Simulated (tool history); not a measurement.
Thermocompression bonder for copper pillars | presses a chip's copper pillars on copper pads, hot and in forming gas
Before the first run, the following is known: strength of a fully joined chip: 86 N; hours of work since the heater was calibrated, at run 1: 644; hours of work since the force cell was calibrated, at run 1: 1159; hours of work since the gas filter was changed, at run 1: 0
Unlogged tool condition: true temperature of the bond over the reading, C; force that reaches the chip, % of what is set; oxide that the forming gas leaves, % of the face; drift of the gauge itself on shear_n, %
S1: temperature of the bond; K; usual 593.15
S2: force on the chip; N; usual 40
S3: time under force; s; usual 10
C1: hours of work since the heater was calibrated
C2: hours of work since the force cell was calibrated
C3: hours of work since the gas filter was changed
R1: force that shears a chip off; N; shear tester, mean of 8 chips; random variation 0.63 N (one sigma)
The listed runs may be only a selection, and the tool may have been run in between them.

run 1 hour=0.0 | S1=593.15 S2=40 S3=10 | C1=644 C2=1159 C3=0 | R1=37.4
run 2 hour=40.3 | S1=593.15 S2=40 S3=10 | C1=672 C2=1186 C3=28 | R1=38.1
run 3 hour=91.0 | S1=593.15 S2=40 S3=10 | C1=707 C2=1221 C3=63 | R1=38.3
run 4 hour=132.4 | S1=576.15 S2=40 S3=10 | C1=736 C2=1250 C3=91 | R1=33.6
run 5 hour=180.3 | S1=576.15 S2=40 S3=10 | C1=769 C2=1283 C3=124 | R1=32.2
run 6 hour=210.4 | S1=576.15 S2=40 S3=10 | C1=790 C2=1304 C3=145 | R1=31.9
-- hour=217.3 heater calibrated with a thermocouple chip
run 7 hour=251.3 | S1=593.15 S2=40 S3=10 | C1=23 C2=1331 C3=172 | R1=37.2
run 8 hour=293.1 | S1=593.15 S2=40 S3=14 | C1=52 C2=1360 C3=201 | R1=42.7
run 9 hour=345.7 | S1=593.15 S2=40 S3=5 | C1=89 C2=1396 C3=237 | R1=28.4
run 10 hour=388.9 | S1=593.15 S2=40 S3=5 | C1=119 C2=1426 C3=267 | R1=28.6
run 11 hour=423.2 | S1=593.15 S2=40 S3=5 | C1=142 C2=1449 C3=291 | R1=28.7
run 12 hour=457.5 | S1=593.15 S2=40 S3=5 | C1=166 C2=1473 C3=314 | R1=30.2
run 13 hour=489.2 | S1=593.15 S2=40 S3=10 | C1=188 C2=1495 C3=336 | R1=38.0
run 14 hour=530.6 | S1=593.15 S2=40 S3=9 | C1=216 C2=1523 C3=365 | R1=37.5
-- hour=539.0 forming gas filter changed
run 15 hour=581.9 | S1=593.15 S2=40 S3=10 | C1=251 C2=1558 C3=30 | R1=38.0
run 16 hour=629.7 | S1=588.15 S2=40 S3=10 | C1=284 C2=1591 C3=63 | R1=36.2
run 17 hour=673.2 | S1=593.15 S2=40 S3=10 | C1=314 C2=1621 C3=93 | R1=38.6
run 18 hour=714.8 | S1=593.15 S2=38 S3=10 | C1=343 C2=1650 C3=121 | R1=36.2
run 19 hour=751.8 | S1=606.15 S2=40 S3=10 | C1=369 C2=1676 C3=147 | R1=43.2
run 20 hour=800.5 | S1=620.15 S2=40 S3=10 | C1=402 C2=1709 C3=180 | R1=46.2
run 21 hour=839.0 | S1=620.15 S2=40 S3=10 | C1=429 C2=1736 C3=207 | R1=46.1
run 22 hour=878.9 | S1=580.15 S2=33 S3=11 | C1=456 C2=1763 C3=235 | R1=29.7
run 23 hour=918.2 | S1=593.15 S2=40 S3=15 | C1=483 C2=1791 C3=262 | R1=43.3
run 24 hour=949.4 | S1=593.15 S2=35 S3=28 | C1=505 C2=1812 C3=283 | R1=48.8
run 25 hour=985.6 | S1=593.15 S2=35 S3=28 | C1=530 C2=1837 C3=308 | R1=49.8
run 26 hour=1024.2 | S1=586.15 S2=44 S3=5 | C1=557 C2=1864 C3=335 | R1=28.5
run 27 hour=1057.9 | S1=586.15 S2=44 S3=5 | C1=580 C2=1887 C3=358 | R1=28.9
-- hour=1073.2 forming gas filter changed
run 28 hour=1085.0 | S1=615.15 S2=44 S3=20 | C1=598 C2=1905 C3=8 | R1=57.9
run 29 hour=1118.1 | S1=593.15 S2=24 S3=10 | C1=621 C2=1928 C3=31 | R1=25.0
run 30 hour=1151.8 | S1=606.15 S2=40 S3=22 | C1=644 C2=1952 C3=54 | R1=53.9
-- hour=1181.8 force cell calibrated
run 31 hour=1181.8 | S1=600.15 S2=29 S3=10 | C1=664 C2=0 C3=74 | R1=31.4
run 32 hour=1222.8 | S1=577.15 S2=32 S3=15 | C1=692 C2=28 C3=102 | R1=32.4
run 33 hour=1275.5 | S1=577.15 S2=32 S3=15 | C1=729 C2=65 C3=139 | R1=32.0
run 34 hour=1325.8 | S1=577.15 S2=32 S3=15 | C1=763 C2=99 C3=173 | R1=33.5
-- hour=1369.5 heater calibrated with a thermocouple chip
run 35 hour=1378.6 | S1=623.15 S2=48 S3=10 | C1=6 C2=134 C3=208 | R1=53.0
run 36 hour=1403.7 | S1=592.15 S2=39 S3=7 | C1=24 C2=152 C3=226 | R1=32.7
run 37 hour=1440.9 | S1=592.15 S2=39 S3=22 | C1=49 C2=177 C3=251 | R1=48.1
run 38 hour=1483.1 | S1=596.15 S2=40 S3=10 | C1=78 C2=207 C3=280 | R1=39.1
run 39 hour=1535.0 | S1=596.15 S2=40 S3=10 | C1=114 C2=242 C3=316 | R1=37.8

Forecast each of these 4 alternatives for the next run:
run A hour=1577.3 | S1=581.15 S2=29 S3=10 | C1=143 C2=272 C3=346 | R1=?
run B hour=1577.3 | S1=619.15 S2=28 S3=20 | C1=143 C2=272 C3=346 | R1=?
run C hour=1577.3 | S1=586.15 S2=51 S3=9 | C1=143 C2=272 C3=346 | R1=?
run D hour=1577.3 | S1=592.15 S2=38 S3=6 | C1=143 C2=272 C3=346 | R1=?

run=A R1=27.1
run=B R1=45.1
run=C R1=40.8
run=D R1=29.5
Without the tool's unlogged condition, the same runs would have read:
run=A R1=27.1
run=B R1=45.2
run=C R1=40.9
run=D R1=29.6
